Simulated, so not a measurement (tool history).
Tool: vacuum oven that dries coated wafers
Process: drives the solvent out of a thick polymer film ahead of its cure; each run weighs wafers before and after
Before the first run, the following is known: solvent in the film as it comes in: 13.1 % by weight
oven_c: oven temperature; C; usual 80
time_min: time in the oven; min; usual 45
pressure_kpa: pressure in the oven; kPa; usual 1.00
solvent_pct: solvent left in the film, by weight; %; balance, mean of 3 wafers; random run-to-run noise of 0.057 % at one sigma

Run 1, hour 0.0: usual settings. Result: solvent_pct 3.33 %.
Run 2, hour 41.0: usual settings. Result: solvent_pct 3.35 %.
Run 3, hour 114.5: usual settings. Result: solvent_pct 3.37 %.
Run 4, hour 153.8: usual settings. Result: solvent_pct 3.37 %.
Run 5, hour 189.6: usual settings. Result: solvent_pct 3.31 %.
Run 6, hour 268.4: usual settings. Result: solvent_pct 3.34 %.
Run 7, hour 347.9: usual settings. Result: solvent_pct 3.31 %.
Run 8, hour 407.5: usual settings but oven_c 78 C. Result: solvent_pct 4.06 %.
Run 9, hour 470.8: usual settings but oven_c 78 C, pressure_kpa 1.16 kPa. Result: solvent_pct 4.07 %.
Run 10, hour 548.3: usual settings but time_min 41 min. Result: solvent_pct 3.71 %.
Run 11, hour 620.8: usual settings but time_min 41 min. Result: solvent_pct 3.84 %.
Run 12, hour 693.4: usual settings. Result: solvent_pct 3.69 %.
Run 13, hour 774.0: usual settings. Result: solvent_pct 3.59 %.
At hour 796.3: oven's thermocouples calibrated.
Run 14, hour 826.0: usual settings. Result: solvent_pct 2.85 %.
Run 15, hour 866.3: usual settings. Result: solvent_pct 2.83 %.
Run 16, hour 945.1: usual settings. Result: solvent_pct 3.00 %.
Run 17, hour 1004.1: usual settings. Result: solvent_pct 2.85 %.
Run 18, hour 1056.9: usual settings. Result: solvent_pct 2.87 %.
Run 19, hour 1108.8: usual settings but time_min 25 min. Result: solvent_pct 5.13 %.
Run 20, hour 1181.0: usual settings but pressure_kpa 1.52 kPa. Result: solvent_pct 3.20 %.
Run 21, hour 1238.3: usual settings but pressure_kpa 1.52 kPa. Result: solvent_pct 3.20 %.
Run 22, hour 1285.5: usual settings but pressure_kpa 1.52 kPa. Result: solvent_pct 3.28 %.
Run 23, hour 1356.7: usual settings but pressure_kpa 1.52 kPa. Result: solvent_pct 3.27 %.
Run 24, hour 1437.3: usual settings but oven_c 89 C, time_min 70 min, pressure_kpa 0.70 kPa. Result: solvent_pct 0.59 %.
Run 25, hour 1511.5: usual settings but time_min 26 min, pressure_kpa 3.11 kPa. Result: solvent_pct 5.70 %.
Run 26, hour 1573.5: usual settings but time_min 59 min, pressure_kpa 1.06 kPa. Result: solvent_pct 2.39 %.
Run 27, hour 1632.7: usual settings but oven_c 76 C, pressure_kpa 0.69 kPa. Result: solvent_pct 4.30 %.
Run 28, hour 1688.6: usual settings but oven_c 85 C, time_min 69 min, pressure_kpa 0.69 kPa. Result: solvent_pct 0.93 %.
Run 29, hour 1747.9: usual settings but oven_c 87 C, time_min 69 min, pressure_kpa 1.72 kPa. Result: solvent_pct 1.10 %.
Run 30, hour 1826.8: usual settings but oven_c 83 C, time_min 46 min, pressure_kpa 1.49 kPa. Result: solvent_pct 2.65 %.
Run 31, hour 1879.3: usual settings but pressure_kpa 1.38 kPa. Result: solvent_pct 3.50 %.
At hour 1950.3: vacuum gauge cleaned of residue and calibrated.
Run 32, hour 1950.3: usual settings but time_min 27 min. Result: solvent_pct 5.07 %.
Run 33, hour 1991.4: usual settings but oven_c 68 C, time_min 71 min, pressure_kpa 1.08 kPa. Result: solvent_pct 5.09 %.
Run 34, hour 2047.0: usual settings but oven_c 68 C, time_min 71 min, pressure_kpa 1.08 kPa. Result: solvent_pct 5.07 %.
Run 35, hour 2116.1: usual settings but oven_c 77 C, time_min 32 min, pressure_kpa 1.37 kPa. Result: solvent_pct 5.41 %.
Run 36, hour 2165.8: usual settings but oven_c 75 C. Result: solvent_pct 4.77 %.
Run 37, hour 2203.7: usual settings but oven_c 69 C, time_min 34 min, pressure_kpa 2.79 kPa. Result: solvent_pct 7.95 %.
Run 38, hour 2247.9: usual settings but oven_c 69 C, time_min 34 min, pressure_kpa 2.79 kPa. Result: solvent_pct 7.98 %.
Run 39, hour 2301.9: usual settings but oven_c 91 C, time_min 78 min, pressure_kpa 1.24 kPa. Result: solvent_pct 0.40 %.
Run 40, hour 2352.2: usual settings but oven_c 91 C, time_min 78 min, pressure_kpa 1.24 kPa. Result: solvent_pct 0.55 %.
Run 41, hour 2390.0: usual settings but oven_c 93 C, pressure_kpa 1.51 kPa. Result: solvent_pct 0.98 %.
Run 42, hour 2447.7: usual settings but pressure_kpa 3.22 kPa. Result: solvent_pct 4.22 %.
Run 43, hour 2481.5: usual settings but oven_c 70 C, pressure_kpa 3.22 kPa. Result: solvent_pct 7.24 %.
Run 44, hour 2527.4: usual settings but oven_c 70 C, time_min 29 min, pressure_kpa 3.22 kPa. Result: solvent_pct 8.24 %.
Run 45, hour 2603.5: usual settings but oven_c 82 C, time_min 29 min, pressure_kpa 3.22 kPa. Result: solvent_pct 5.11 %.
Run 46, hour 2643.6: usual settings but oven_c 82 C, time_min 27 min. Result: solvent_pct 4.83 %.

3 options for the next run, each taken on its own from the tool as it stands now. Forecast them:
Run A, hour 2720.3: usual settings but time_min 35 min. Result: solvent_pct ?.
Run B, hour 2720.3: usual settings but oven_c 82 C, time_min 27 min, pressure_kpa 2.51 kPa. Result: solvent_pct ?.
Run C, hour 2720.3: usual settings but pressure_kpa 1.20 kPa. Result: solvent_pct ?.

run  solvent_pct
  A         4.58
  B         5.29
  C         3.61
The same runs, with their run-to-run variation unchanged, on a tool lacking any hidden condition would have given:
run  solvent_pct
  A         3.84
  B         4.55
  C         2.90
